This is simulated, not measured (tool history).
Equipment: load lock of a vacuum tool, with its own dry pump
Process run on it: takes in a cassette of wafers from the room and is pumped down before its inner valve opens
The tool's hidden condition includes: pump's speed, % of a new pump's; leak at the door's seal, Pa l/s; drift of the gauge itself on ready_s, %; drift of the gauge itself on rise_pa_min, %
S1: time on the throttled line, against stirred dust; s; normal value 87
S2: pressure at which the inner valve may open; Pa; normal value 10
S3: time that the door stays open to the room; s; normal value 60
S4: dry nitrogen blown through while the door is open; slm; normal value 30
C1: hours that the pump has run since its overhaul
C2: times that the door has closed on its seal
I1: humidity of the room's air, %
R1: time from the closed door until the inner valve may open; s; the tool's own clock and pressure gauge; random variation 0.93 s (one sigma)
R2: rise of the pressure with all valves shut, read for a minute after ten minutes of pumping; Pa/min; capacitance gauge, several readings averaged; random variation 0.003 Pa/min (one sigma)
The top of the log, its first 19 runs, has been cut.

run	hour	S1	S2	S3	S4	C1	C2	I1	R1	R2
20	2780.1	99	10	140	33	4249	1696	47.9	159.9	0.047
21	2897.8	127	12	162	33	4367	2065	42	178.9	0.055
22	3085.5	87	10	46	30	4554	2654	46.7	151.2	0.058
23	3249.6	107	16	46	22	4718	3169	44.4	159.8	0.063
24	3381.5	54	13	156	10	4850	3583	43.3	123.8	0.097
25	3537	54	18	89	10	5006	4071	45.9	118.7	0.1
26	3635.4	47	16	172	14	5104	4380	49.6	116	0.116
27	3776.7	47	16	172	14	5245	4823	46.5	116.9	0.114
28	3957.1	47	16	172	14	5426	5389	47.4	114.7	0.13
29	4079.6	137	15	172	14	5548	5773	43.3	185.8	0.132
30	4179.5	137	15	172	14	5648	6087	44.4	182.2	0.148
31	4358.2	137	15	172	14	5827	6648	42.2	184.3	0.153
32	4483.1	137	15	172	14	5952	7040	46.7	183.3	0.167
33	4591.9	45	10	60	29	6061	7381	46.2	119.8	0.155
34	4786.9	45	10	60	29	6256	7993	41.9	120.5	0.169
35	4967.9	45	10	60	29	6437	8561	43.5	120.7	0.175
36	5129.2	45	10	60	29	6598	9067	45.2	120.1	0.196
37	5293.8	46	10	60	6	6762	9583	46.5	120.5	0.23
38	5388.6	129	17	31	21	6857	9881	42.7	178.1	0.214

Alternative continuations, all from the tool just after run 38; predict every row:
A	5558.4	99	9	31	6	7027	10414	44.6	?	?
B	5558.4	87	10	41	30	7027	10414	44.3	?	?
C	5558.4	87	10	60	35	7027	10414	43.9	?	?

run	R1	R2
A	160.6	0.246
B	150.7	0.226
C	150.4	0.227
Without the tool's unlogged condition, the same runs would have read:
run	R1	R2
A	156.5	0.036
B	146.7	0.02
C	146.3	0.021
